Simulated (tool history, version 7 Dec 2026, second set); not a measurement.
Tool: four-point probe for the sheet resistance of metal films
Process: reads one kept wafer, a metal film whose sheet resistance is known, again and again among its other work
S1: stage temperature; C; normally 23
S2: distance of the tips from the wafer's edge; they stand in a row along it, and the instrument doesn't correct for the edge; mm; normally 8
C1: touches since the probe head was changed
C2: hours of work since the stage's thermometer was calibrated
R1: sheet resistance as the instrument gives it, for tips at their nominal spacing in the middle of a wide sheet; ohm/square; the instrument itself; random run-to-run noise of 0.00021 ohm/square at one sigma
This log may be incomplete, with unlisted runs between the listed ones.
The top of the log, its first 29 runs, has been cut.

run     day  S1  S2     C1   C2        R1
 30  21.562  21  29  41090  649  1.022906
 31  22.642  21  29  41885  661  1.023175
 32  23.283  21  29  42359  668  1.023083
 33  24.017  26   4  42900  676  1.036086
 34  24.554  19  19  43297  682  1.023661
 35  25.633  24  42  44092  694  1.022516
 36    26.7  27  16  44876  706  1.022968
 37  27.654  32  72  45580  716  1.021315
 38  28.588  32  72  46268  726  1.021587
 39  29.204  22   8  46722  733  1.026289
 40  30.121  26   4  47398  743  1.035836
 41  31.192  26   4  48188  755  1.036102
 42  32.092  20   6  48851  765  1.028896
 43  33.054  27  20  49561  776  1.022621
 44  33.988  23  20  50247  786   1.02336
 45  34.571  23  20  50678  793  1.022981
 46  35.404  23  20  51291  802   1.02322

Consider 3 possible next runs. They are alternatives, not a sequence: every one starts from the tool as it was left by run 46. What does each give?
  A  36.288  23  41  51944  812   ?
  B  36.288  19  20  51944  812   ?
  C  36.288  23  20  51944  812   ?

run        R1
  A  1.022539
  B  1.023748
  C  1.022981
Without the tool's unlogged condition, the same runs would have read:
run        R1
  A  1.022493
  B  1.023701
  C  1.022934
